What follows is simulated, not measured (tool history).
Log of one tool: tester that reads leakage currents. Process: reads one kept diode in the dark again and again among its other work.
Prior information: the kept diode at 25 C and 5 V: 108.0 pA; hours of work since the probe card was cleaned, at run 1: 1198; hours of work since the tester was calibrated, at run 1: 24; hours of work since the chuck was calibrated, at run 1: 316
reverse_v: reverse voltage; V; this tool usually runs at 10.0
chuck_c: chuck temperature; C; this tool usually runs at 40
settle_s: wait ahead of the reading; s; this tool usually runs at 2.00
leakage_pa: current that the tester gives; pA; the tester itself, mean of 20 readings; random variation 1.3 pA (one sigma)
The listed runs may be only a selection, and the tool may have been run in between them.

run     day  reverse_v  chuck_c  settle_s  hours of work since the probe card was cleaned  hours of work since the tester was calibrated  hours of work since the chuck was calibrated  leakage_pa
  1   0.000       10.0       40      2.00                                            1198                                             24                                           316      439.00
  2   1.617       10.0       40      2.00                                            1227                                             53                                           344      440.92
  3   3.492       10.0       40      2.00                                            1260                                             86                                           378      439.65
  4   5.188       10.0       40      2.00                                            1290                                            116                                           408      436.52
  5   6.929       10.0       29      2.00                                            1321                                            147                                           439      205.10
      7.167  -- chuck's temperature calibrated
  6   7.983       10.0       40      5.24                                            1338                                            165                                            15      425.55
  7   9.458       10.0       40      2.00                                            1365                                            191                                            41      429.18
  8  10.317        1.7       40      0.50                                            1380                                            206                                            56      216.38
  9  12.271        1.7       40      0.50                                            1415                                            241                                            91      217.00
 10  14.242       10.5       35      0.91                                            1450                                            276                                           126      307.85
     14.742  -- chuck's temperature calibrated, once more
 11  15.908       10.5       35      0.91                                            1478                                            304                                            21      327.74
 12  16.979       16.5       35      0.91                                            1497                                            323                                            40      399.00

Predict the results of run 13:
 13  17.871        9.1       40      2.86                                            1513                                            339                                            56           ?

Run 13 came out at leakage_pa 437.17 pA.
Minus the tool's unlogged condition, the same run would have read leakage_pa 416.19 pA.
